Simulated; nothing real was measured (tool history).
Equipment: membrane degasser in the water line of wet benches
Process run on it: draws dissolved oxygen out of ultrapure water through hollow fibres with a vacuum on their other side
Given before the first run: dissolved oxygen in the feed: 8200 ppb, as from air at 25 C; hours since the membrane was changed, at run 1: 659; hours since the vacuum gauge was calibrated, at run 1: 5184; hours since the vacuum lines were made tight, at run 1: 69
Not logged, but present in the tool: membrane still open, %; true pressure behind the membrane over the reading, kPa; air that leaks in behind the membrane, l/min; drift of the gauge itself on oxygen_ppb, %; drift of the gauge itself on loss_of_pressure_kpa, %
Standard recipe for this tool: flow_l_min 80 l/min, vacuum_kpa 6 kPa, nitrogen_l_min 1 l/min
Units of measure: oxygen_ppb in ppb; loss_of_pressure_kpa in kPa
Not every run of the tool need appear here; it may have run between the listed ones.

run,hour,flow_l_min,vacuum_kpa,nitrogen_l_min,hours since the membrane was changed,hours since the vacuum gauge was calibrated,hours since the vacuum lines were made tight,oxygen_ppb,loss_of_pressure_kpa
1,0,80,6,1,659,5184,69,470.7,45.13
2,99.2,80,5.6,1,759,5283,168,417.4,45.02
3,193.9,80,5.6,1,853,5378,263,425.6,44.52
4,336,80,5.6,1,995,5520,405,425.4,44.45
5,445.1,80,6,1,1105,5629,514,477.9,44.51
6,576.7,80,6,0.81,1236,5761,646,523.7,44.59
7,691.6,80,6,0.81,1351,5876,761,519.1,44.35
8,817.4,80,6,1.28,1477,6002,887,413.2,44.04
9,922.5,80,6,1.28,1582,6107,992,418.1,44.47
10,1032.8,80,6,1.28,1692,6217,1102,416.4,44.33
11,1149.7,80,6,1.28,1809,6334,1219,405.9,43.76
12,1226.7,80,6,1.28,1886,6411,1296,420.2,44.21
13,1307.6,80,6,1.28,1967,6492,1377,418.2,43.79
14,1419.4,80,6,1.28,2079,6604,1489,409.5,43.72
15,1543.8,80,4.75,1,2203,6728,1613,322.2,43.86
# hour 1560.3: gauge calibrated
16,1688.3,80,4.75,1,2348,6872,1758,319,45.16
17,1760.3,80,4.75,1,2420,6944,1830,312.2,44.83
18,1865.9,67,12.8,1,2525,7050,1935,1084.9,37.19
19,1931,120,6,1,2590,7115,2000,727.2,66.74
20,2040.8,120,3.76,0.49,2700,7225,2110,412.4,66.47
21,2178.5,120,3.76,1.21,2838,7363,2248,373.2,66.37
22,2247.1,97,6.41,1.07,2907,7431,2316,613.1,54.11
23,2308,97,6.41,1.07,2967,7492,2377,613.9,53.64
24,2369.9,97,6.41,1.07,3029,7554,2439,613.2,53.65
25,2485.6,97,6.41,1.07,3145,7670,2555,612.2,53.9
# hour 2495.3: vacuum gauge calibrated
26,2566.2,80,5.33,1,3225,71,2635,391.5,44.11
27,2628.4,80,5.84,1,3287,133,2697,451.9,43.76
28,2715.9,66,5.8,1.4,3375,221,2785,300.6,36.39
29,2802.2,66,5.8,1.4,3461,307,2871,298.9,36.65
30,2895.7,66,5.8,1.4,3555,400,2964,296.8,36.54
31,3020.6,72,6.54,0.82,3680,525,3089,549,39.56
32,3082.7,80,5.87,0.46,3742,587,3151,640,43.61

What would each run have given without the hidden state, its run-to-run variation left as it was?
run,loss_of_pressure_kpa
1,45.12
2,45.09
3,44.67
4,44.72
5,44.87
6,45.06
7,44.91
8,44.71
9,45.22
10,45.17
11,44.7
12,45.22
13,44.86
14,44.88
15,45.13
16,45.26
17,44.98
18,37.39
19,67.19
20,67.05
21,67.11
22,54.79
23,54.37
24,54.44
25,54.82
26,44.93
27,44.62
28,37.16
29,37.48
30,37.43
31,40.63
32,44.84
oxygen_ppb without the hidden state stays within 1.6 ppb of what was measured, in all runs.

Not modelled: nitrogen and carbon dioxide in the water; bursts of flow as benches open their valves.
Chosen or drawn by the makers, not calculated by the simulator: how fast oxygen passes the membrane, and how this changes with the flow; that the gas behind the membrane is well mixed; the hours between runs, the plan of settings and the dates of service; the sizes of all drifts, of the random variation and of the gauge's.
